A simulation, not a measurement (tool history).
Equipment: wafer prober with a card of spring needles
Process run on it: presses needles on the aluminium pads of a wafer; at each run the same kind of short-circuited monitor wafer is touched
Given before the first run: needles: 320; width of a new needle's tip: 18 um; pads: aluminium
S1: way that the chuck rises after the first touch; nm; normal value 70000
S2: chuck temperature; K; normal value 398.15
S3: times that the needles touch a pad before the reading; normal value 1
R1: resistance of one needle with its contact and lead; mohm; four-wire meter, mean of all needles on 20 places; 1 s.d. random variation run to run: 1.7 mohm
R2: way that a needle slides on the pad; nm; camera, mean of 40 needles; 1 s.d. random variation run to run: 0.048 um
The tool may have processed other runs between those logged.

Run 1, hour 0: usual settings. Result: R1 218 mohm, R2 14870 nm.
At hour 10.1: tips cleaned on abrasive film.
Run 2, hour 12.3: usual settings but S1 85000 nm. Result: R1 198 mohm, R2 18160 nm.
At hour 22.5: tips cleaned on abrasive film.
Run 3, hour 24.9: usual settings but S1 85000 nm. Result: R1 195 mohm, R2 18100 nm.
Run 4, hour 33.8: usual settings but S1 52000 nm. Result: R1 300 mohm, R2 10880 nm.
At hour 35.4: tips cleaned on abrasive film.
At hour 47.7: tips cleaned on abrasive film.
Run 5, hour 47.7: usual settings but S1 52000 nm. Result: R1 198 mohm, R2 10880 nm.
Run 6, hour 57: usual settings. Result: R1 242 mohm, R2 14890 nm.
At hour 60.5: tips cleaned on abrasive film.
Run 7, hour 70.5: usual settings. Result: R1 245 mohm, R2 14790 nm.
At hour 72.8: tips cleaned on abrasive film.
At hour 79.3: height of the first contact set anew.
At hour 85.8: tips cleaned on abrasive film.
Run 8, hour 86.5: usual settings but S1 56000 nm. Result: R1 202 mohm, R2 12190 nm.
Run 9, hour 96.9: usual settings but S1 56000 nm. Result: R1 273 mohm, R2 12250 nm.
At hour 97.9: tips cleaned on abrasive film.
Run 10, hour 103.9: usual settings but S1 56000 nm. Result: R1 255 mohm, R2 12210 nm.
At hour 110.9: tips cleaned on abrasive film.
Run 11, hour 118.4: usual settings but S1 71000 nm. Result: R1 231 mohm, R2 15430 nm.
At hour 124.1: tips cleaned on abrasive film.
Run 12, hour 134.2: usual settings but S1 71000 nm. Result: R1 236 mohm, R2 15450 nm.
At hour 136.6: tips cleaned on abrasive film.
Run 13, hour 146.9: usual settings but S1 71000 nm, S2 342.15 K. Result: R1 229 mohm, R2 15460 nm.
At hour 149.5: tips cleaned on abrasive film.
Run 14, hour 155.2: usual settings. Result: R1 224 mohm, R2 15150 nm.
At hour 161.8: tips cleaned on abrasive film.
Run 15, hour 166.4: usual settings but S2 320.15 K. Result: R1 208 mohm, R2 15120 nm.
At hour 174.3: tips cleaned on abrasive film.
Run 16, hour 182.4: usual settings but S2 307.15 K. Result: R1 226 mohm, R2 15130 nm.
At hour 187.3: tips cleaned on abrasive film.
Run 17, hour 194.3: usual settings but S2 307.15 K. Result: R1 221 mohm, R2 15160 nm.
At hour 200.4: tips cleaned on abrasive film.
Run 18, hour 204.4: usual settings but S2 307.15 K. Result: R1 202 mohm, R2 15040 nm.
At hour 213.1: tips cleaned on abrasive film.
Run 19, hour 214.4: usual settings but S1 89000 nm, S2 303.15 K, S3 3. Result: R1 165 mohm, R2 19220 nm.
At hour 225.9: tips cleaned on abrasive film.
Run 20, hour 228.2: usual settings but S1 89000 nm, S2 303.15 K, S3 3. Result: R1 165 mohm, R2 19160 nm.
At hour 238: tips cleaned on abrasive film.
Run 21, hour 242.6: usual settings but S1 89000 nm, S2 303.15 K, S3 3. Result: R1 169 mohm, R2 19060 nm.
At hour 250.7: tips cleaned on abrasive film.
Run 22, hour 253.8: usual settings but S1 81000 nm, S2 355.15 K, S3 2. Result: R1 184 mohm, R2 17380 nm.
At hour 263.7: tips cleaned on abrasive film.
Run 23, hour 269.1: usual settings but S1 81000 nm, S2 355.15 K, S3 2. Result: R1 195 mohm, R2 17310 nm.
At hour 275.9: tips cleaned on abrasive film.
Run 24, hour 280.1: usual settings but S1 52000 nm, S2 335.15 K. Result: R1 251 mohm, R2 10960 nm.
At hour 289.2: tips cleaned on abrasive film.
Run 25, hour 296: usual settings but S1 57000 nm, S2 300.15 K, S3 2. Result: R1 220 mohm, R2 12090 nm.
At hour 301.4: tips cleaned on abrasive film.
Run 26, hour 307.7: usual settings but S1 57000 nm, S2 300.15 K, S3 2. Result: R1 215 mohm, R2 12010 nm.
At hour 313.7: tips cleaned on abrasive film.
Run 27, hour 315.1: usual settings but S1 57000 nm, S2 300.15 K, S3 2. Result: R1 188 mohm, R2 11990 nm.
At hour 326: tips cleaned on abrasive film.
Run 28, hour 327.6: usual settings but S1 52000 nm, S2 311.15 K, S3 2. Result: R1 198 mohm, R2 10890 nm.
At hour 338: tips cleaned on abrasive film.
Run 29, hour 338.3: usual settings but S1 52000 nm, S2 311.15 K, S3 2. Result: R1 184 mohm, R2 10850 nm.
Run 30, hour 347.5: usual settings but S1 60000 nm, S2 320.15 K. Result: R1 263 mohm, R2 12630 nm.
At hour 350.7: tips cleaned on abrasive film.
Run 31, hour 355.4: usual settings but S1 54000 nm, S2 326.15 K. Result: R1 255 mohm, R2 11290 nm.
At hour 363.4: tips cleaned on abrasive film.
Run 32, hour 366.6: usual settings but S3 2. Result: R1 201 mohm, R2 14720 nm.

Below are 3 alternative next runs, each starting from the tool's condition after run 32. Predict each:
Run A, hour 374.2: usual settings but S1 59000 nm, S2 319.15 K, S3 2. Result: R1 ?, R2 ?.
Run B, hour 374.2: usual settings but S3 2. Result: R1 ?, R2 ?.
Run C, hour 374.2: usual settings but S1 85000 nm, S3 2. Result: R1 ?, R2 ?.

run   R1     R2
  A  236  12400
  B  222  14830
  C  204  18080
The same runs, with their run-to-run variation unchanged, on a tool lacking any hidden condition would have given:
run   R1     R2
  A  168  12930
  B  178  15350
  C  173  18610
